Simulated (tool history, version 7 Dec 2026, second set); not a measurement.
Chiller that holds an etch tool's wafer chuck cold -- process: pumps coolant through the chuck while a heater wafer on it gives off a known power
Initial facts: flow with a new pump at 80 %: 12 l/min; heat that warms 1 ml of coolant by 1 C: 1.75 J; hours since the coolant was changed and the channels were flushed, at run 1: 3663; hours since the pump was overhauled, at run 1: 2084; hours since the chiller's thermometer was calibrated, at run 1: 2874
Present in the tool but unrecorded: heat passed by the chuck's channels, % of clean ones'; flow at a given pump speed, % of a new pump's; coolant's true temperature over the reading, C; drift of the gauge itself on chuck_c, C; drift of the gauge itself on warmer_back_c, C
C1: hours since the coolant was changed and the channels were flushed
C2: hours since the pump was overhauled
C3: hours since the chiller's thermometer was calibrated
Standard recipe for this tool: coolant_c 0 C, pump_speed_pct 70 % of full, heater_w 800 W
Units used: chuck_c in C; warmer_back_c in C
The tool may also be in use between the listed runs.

run 1 hour=0.0 | coolant_c=0 pump_speed_pct=70 heater_w=800 | C1=3663 C2=2084 C3=2874 | chuck_c=8.75 warmer_back_c=2.77
run 2 hour=29.7 | coolant_c=0 pump_speed_pct=70 heater_w=800 | C1=3693 C2=2114 C3=2904 | chuck_c=8.94 warmer_back_c=2.77
run 3 hour=77.5 | coolant_c=0 pump_speed_pct=70 heater_w=800 | C1=3741 C2=2162 C3=2951 | chuck_c=8.96 warmer_back_c=2.76
run 4 hour=101.4 | coolant_c=-5 pump_speed_pct=70 heater_w=800 | C1=3765 C2=2186 C3=2975 | chuck_c=3.89 warmer_back_c=2.75
run 5 hour=137.8 | coolant_c=2 pump_speed_pct=70 heater_w=800 | C1=3801 C2=2222 C3=3012 | chuck_c=10.83 warmer_back_c=2.77
run 6 hour=175.6 | coolant_c=2 pump_speed_pct=70 heater_w=800 | C1=3839 C2=2260 C3=3049 | chuck_c=11.01 warmer_back_c=2.84
run 7 hour=232.3 | coolant_c=2 pump_speed_pct=70 heater_w=800 | C1=3896 C2=2317 C3=3106 | chuck_c=11.08 warmer_back_c=2.83
run 8 hour=281.8 | coolant_c=2 pump_speed_pct=70 heater_w=800 | C1=3945 C2=2366 C3=3156 | chuck_c=10.95 warmer_back_c=2.69
run 9 hour=329.8 | coolant_c=0 pump_speed_pct=70 heater_w=800 | C1=3993 C2=2414 C3=3204 | chuck_c=8.80 warmer_back_c=2.78
run 10 hour=388.3 | coolant_c=0 pump_speed_pct=70 heater_w=800 | C1=4052 C2=2473 C3=3262 | chuck_c=8.94 warmer_back_c=2.84
run 11 hour=414.2 | coolant_c=0 pump_speed_pct=70 heater_w=800 | C1=4078 C2=2498 C3=3288 | chuck_c=9.05 warmer_back_c=2.79
run 12 hour=472.6 | coolant_c=0 pump_speed_pct=70 heater_w=800 | C1=4136 C2=2557 C3=3346 | chuck_c=8.99 warmer_back_c=2.80
run 13 hour=528.8 | coolant_c=4 pump_speed_pct=70 heater_w=800 | C1=4192 C2=2613 C3=3403 | chuck_c=12.92 warmer_back_c=2.80
run 14 hour=569.8 | coolant_c=0 pump_speed_pct=70 heater_w=800 | C1=4233 C2=2654 C3=3444 | chuck_c=8.97 warmer_back_c=2.82
run 15 hour=617.6 | coolant_c=0 pump_speed_pct=71 heater_w=800 | C1=4281 C2=2702 C3=3491 | chuck_c=9.01 warmer_back_c=2.79
run 16 hour=648.5 | coolant_c=0 pump_speed_pct=74 heater_w=800 | C1=4312 C2=2733 C3=3522 | chuck_c=8.57 warmer_back_c=2.65
run 17 hour=685.9 | coolant_c=0 pump_speed_pct=74 heater_w=800 | C1=4349 C2=2770 C3=3560 | chuck_c=8.62 warmer_back_c=2.61
run 18 hour=740.1 | coolant_c=4 pump_speed_pct=70 heater_w=800 | C1=4403 C2=2824 C3=3614 | chuck_c=13.16 warmer_back_c=2.83
run 19 hour=769.1 | coolant_c=4 pump_speed_pct=70 heater_w=800 | C1=4432 C2=2853 C3=3643 | chuck_c=13.01 warmer_back_c=2.79
run 20 hour=811.9 | coolant_c=4 pump_speed_pct=99 heater_w=771 | C1=4475 C2=2896 C3=3686 | chuck_c=10.75 warmer_back_c=1.90
run 21 hour=857.7 | coolant_c=4 pump_speed_pct=99 heater_w=771 | C1=4521 C2=2942 C3=3732 | chuck_c=10.63 warmer_back_c=1.88
run 22 hour=904.8 | coolant_c=4 pump_speed_pct=99 heater_w=771 | C1=4568 C2=2989 C3=3779 | chuck_c=10.62 warmer_back_c=1.86
run 23 hour=942.5 | coolant_c=-3 pump_speed_pct=62 heater_w=458 | C1=4606 C2=3027 C3=3816 | chuck_c=2.40 warmer_back_c=1.85
run 24 hour=996.9 | coolant_c=0 pump_speed_pct=62 heater_w=922 | C1=4660 C2=3081 C3=3871 | chuck_c=11.72 warmer_back_c=3.72
run 25 hour=1042.2 | coolant_c=-7 pump_speed_pct=76 heater_w=708 | C1=4706 C2=3126 C3=3916 | chuck_c=0.37 warmer_back_c=2.31
run 26 hour=1069.3 | coolant_c=-7 pump_speed_pct=76 heater_w=708 | C1=4733 C2=3154 C3=3943 | chuck_c=0.46 warmer_back_c=2.29
run 27 hour=1109.0 | coolant_c=-7 pump_speed_pct=76 heater_w=708 | C1=4772 C2=3193 C3=3983 | chuck_c=0.54 warmer_back_c=2.29
run 28 hour=1141.7 | coolant_c=-7 pump_speed_pct=76 heater_w=708 | C1=4805 C2=3226 C3=4015 | chuck_c=0.41 warmer_back_c=2.30
run 29 hour=1192.9 | coolant_c=7 pump_speed_pct=60 heater_w=429 | C1=4856 C2=3277 C3=4067 | chuck_c=12.31 warmer_back_c=1.75
run 30 hour=1248.2 | coolant_c=1 pump_speed_pct=60 heater_w=963 | C1=4912 C2=3332 C3=4122 | chuck_c=13.62 warmer_back_c=4.05
-- hour=1260.7 coolant changed, channels flushed
run 31 hour=1288.6 | coolant_c=1 pump_speed_pct=60 heater_w=963 | C1=28 C2=3367 C3=4156 | chuck_c=12.50 warmer_back_c=4.06

Branching from run 31: 5 alternative next runs. What would each branch give?
run A hour=1334.3 | coolant_c=-9 pump_speed_pct=76 heater_w=990 | C1=74 C2=3413 C3=4202 | chuck_c=? warmer_back_c=?
run B hour=1334.3 | coolant_c=-6 pump_speed_pct=77 heater_w=800 | C1=74 C2=3413 C3=4202 | chuck_c=? warmer_back_c=?
run C hour=1334.3 | coolant_c=0 pump_speed_pct=86 heater_w=668 | C1=74 C2=3413 C3=4202 | chuck_c=? warmer_back_c=?
run D hour=1334.3 | coolant_c=0 pump_speed_pct=81 heater_w=472 | C1=74 C2=3413 C3=4202 | chuck_c=? warmer_back_c=?
run E hour=1334.3 | coolant_c=0 pump_speed_pct=88 heater_w=1148 | C1=74 C2=3413 C3=4202 | chuck_c=? warmer_back_c=?

run=A chuck_c=0.88 warmer_back_c=3.22
run=B chuck_c=1.83 warmer_back_c=2.60
run=C chuck_c=5.84 warmer_back_c=1.91
run=D chuck_c=4.16 warmer_back_c=1.46
run=E chuck_c=10.39 warmer_back_c=3.22
The same runs, with their run-to-run variation unchanged, on a tool lacking any hidden condition would have given:
run=A chuck_c=0.94 warmer_back_c=2.96
run=B chuck_c=2.01 warmer_back_c=2.40
run=C chuck_c=6.14 warmer_back_c=1.75
run=D chuck_c=4.56 warmer_back_c=1.34
run=E chuck_c=10.43 warmer_back_c=2.96
